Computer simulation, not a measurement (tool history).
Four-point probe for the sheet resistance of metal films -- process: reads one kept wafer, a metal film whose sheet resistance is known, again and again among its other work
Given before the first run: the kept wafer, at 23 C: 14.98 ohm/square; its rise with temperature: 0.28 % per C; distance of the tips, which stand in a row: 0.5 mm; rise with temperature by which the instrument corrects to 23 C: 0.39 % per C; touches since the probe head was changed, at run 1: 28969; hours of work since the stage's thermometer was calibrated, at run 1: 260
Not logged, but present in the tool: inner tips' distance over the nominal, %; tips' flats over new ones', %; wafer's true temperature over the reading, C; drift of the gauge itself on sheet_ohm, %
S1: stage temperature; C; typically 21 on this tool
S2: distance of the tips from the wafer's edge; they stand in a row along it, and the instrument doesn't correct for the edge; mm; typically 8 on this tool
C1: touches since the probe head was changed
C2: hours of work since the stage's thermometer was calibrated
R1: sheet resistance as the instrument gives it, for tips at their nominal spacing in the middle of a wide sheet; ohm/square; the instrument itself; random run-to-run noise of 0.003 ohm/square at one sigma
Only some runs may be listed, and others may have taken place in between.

run     day  S1  S2     C1   C2         R1
  1   0.000  21   8  28969  260  15.008464
  2   0.667  21   8  29780  271  15.012999
  3   1.025  21   8  30214  277  15.010090
  4   1.650  21   8  30975  287  15.011965
  5   2.117  21   8  31539  295  15.008139
  6   2.450  20   8  31944  300  15.021775
  7   2.933  21   3  32534  308  15.200441
  8   3.367  21   3  33060  315  15.197576
  9   3.696  21  16  33458  321  14.984623
 10   4.092  21   8  33943  327  15.003709
 11   4.833  34   8  34843  340  14.807352
 12   5.454  34   8  35595  350  14.809425
 13   5.800  26   8  36017  356  14.931002
 14   6.150  26  12  36439  361  14.915467
 15   6.900  23   9  37351  374  14.961293
 16   7.529  19  28  38115  384  15.011108
 17   8.233  19  28  38972  396  15.008390
 18   8.917  19  28  39803  407  15.005846
 19   9.667  19  28  40715  420  15.007572
 20  10.362  24  37  41560  431  14.922401
 21  10.696  35  40  41966  437  14.753089

Results per run with the tool's hidden condition removed, run-to-run variation unchanged:
run         R1
  1  15.039899
  2  15.045148
  3  15.042597
  4  15.045147
  5  15.041788
  6  15.055850
  7  15.235429
  8  15.232998
  9  15.019966
 10  15.039529
 11  14.843407
 12  14.846142
 13  14.968468
 14  14.953298
 15  15.000073
 16  15.050737
 17  15.048785
 18  15.046973
 19  15.049516
 20  14.964827
 21  14.795279
